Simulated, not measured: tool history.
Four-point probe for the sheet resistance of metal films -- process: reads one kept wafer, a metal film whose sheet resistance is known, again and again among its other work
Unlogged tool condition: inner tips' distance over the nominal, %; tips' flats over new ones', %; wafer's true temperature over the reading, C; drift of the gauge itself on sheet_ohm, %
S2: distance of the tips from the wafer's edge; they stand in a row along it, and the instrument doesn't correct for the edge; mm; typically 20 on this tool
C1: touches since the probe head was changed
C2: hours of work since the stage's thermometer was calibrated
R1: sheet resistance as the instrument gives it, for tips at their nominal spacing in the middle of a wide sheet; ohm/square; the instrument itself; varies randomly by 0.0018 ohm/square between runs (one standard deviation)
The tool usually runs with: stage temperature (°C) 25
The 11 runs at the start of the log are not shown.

Run 12, day 50.412: usual settings; C1 83327; C2 1591. Result: R1 8.794560 ohm/square.
At day 51.204: new probe head fitted.
Run 13, day 54.829: usual settings; C1 4339; C2 1658. Result: R1 8.795090 ohm/square.
At day 57.338: stage's thermometer calibrated.
Run 14, day 57.508: usual settings; C1 7517; C2 3. Result: R1 8.796227 ohm/square.
Run 15, day 61.967: usual settings but S2 72 mm; C1 12852; C2 71. Result: R1 8.785786 ohm/square.
Run 16, day 64.483: usual settings but S2 72 mm; C1 15866; C2 110. Result: R1 8.787796 ohm/square.
Run 17, day 69.542: usual settings but stage temperature (°C) 28; C1 21919; C2 187. Result: R1 8.785798 ohm/square.
Run 18, day 74.633: usual settings but stage temperature (°C) 21; C1 28012; C2 265. Result: R1 8.806630 ohm/square.
Run 19, day 77.950: usual settings but stage temperature (°C) 21; C1 31978; C2 316. Result: R1 8.807193 ohm/square.
Run 20, day 80.875: usual settings but S2 4 mm; C1 35480; C2 361. Result: R1 9.069916 ohm/square.
Run 21, day 85.075: usual settings but stage temperature (°C) 20, S2 16 mm; C1 40504; C2 425. Result: R1 8.818440 ohm/square.
Run 22, day 89.933: usual settings but stage temperature (°C) 21, S2 9 mm; C1 46318; C2 500. Result: R1 8.855071 ohm/square.
Run 23, day 92.358: usual settings but stage temperature (°C) 26, S2 7 mm; C1 49220; C2 537. Result: R1 8.879452 ohm/square.
Run 24, day 97.975: usual settings but stage temperature (°C) 28, S2 18 mm; C1 55943; C2 623. Result: R1 8.789773 ohm/square.
Run 25, day 103.279: usual settings but stage temperature (°C) 19, S2 11 mm; C1 62288; C2 705. Result: R1 8.844844 ohm/square.
Run 26, day 108.925: usual settings but stage temperature (°C) 21, S2 57 mm; C1 69042; C2 791. Result: R1 8.798548 ohm/square.
Run 27, day 114.521: usual settings but stage temperature (°C) 32, S2 60 mm; C1 75742; C2 877. Result: R1 8.765928 ohm/square.
Run 28, day 117.929: usual settings but stage temperature (°C) 22, S2 4 mm; C1 79821; C2 929. Result: R1 9.079592 ohm/square.
At day 121.975: new probe head fitted.
Run 29, day 122.175: usual settings but S2 11 mm; C1 243; C2 994. Result: R1 8.822280 ohm/square.
Run 30, day 124.804: usual settings but S2 11 mm; C1 3389; C2 1034. Result: R1 8.821800 ohm/square.
Run 31, day 127.767: usual settings but stage temperature (°C) 30, S2 25 mm; C1 6931; C2 1080. Result: R1 8.778165 ohm/square.

4 ways to go on from here, each from the tool as it stands after run 31. What would each give?
Run A, day 132.275: usual settings but stage temperature (°C) 23; C1 12328; C2 1149. Result: R1 ?.
Run B, day 132.275: usual settings but S2 41 mm; C1 12328; C2 1149. Result: R1 ?.
Run C, day 132.275: usual settings but stage temperature (°C) 21, S2 6 mm; C1 12328; C2 1149. Result: R1 ?.
Run D, day 132.275: usual settings but stage temperature (°C) 21, S2 13 mm; C1 12328; C2 1149. Result: R1 ?.

run        R1
  A  8.802007
  B  8.788380
  C  8.923229
  D  8.824505
Take away the tool's hidden state, keep each run's random variation, and the runs would have read:
run        R1
  A  8.802997
  B  8.789366
  C  8.924234
  D  8.825499
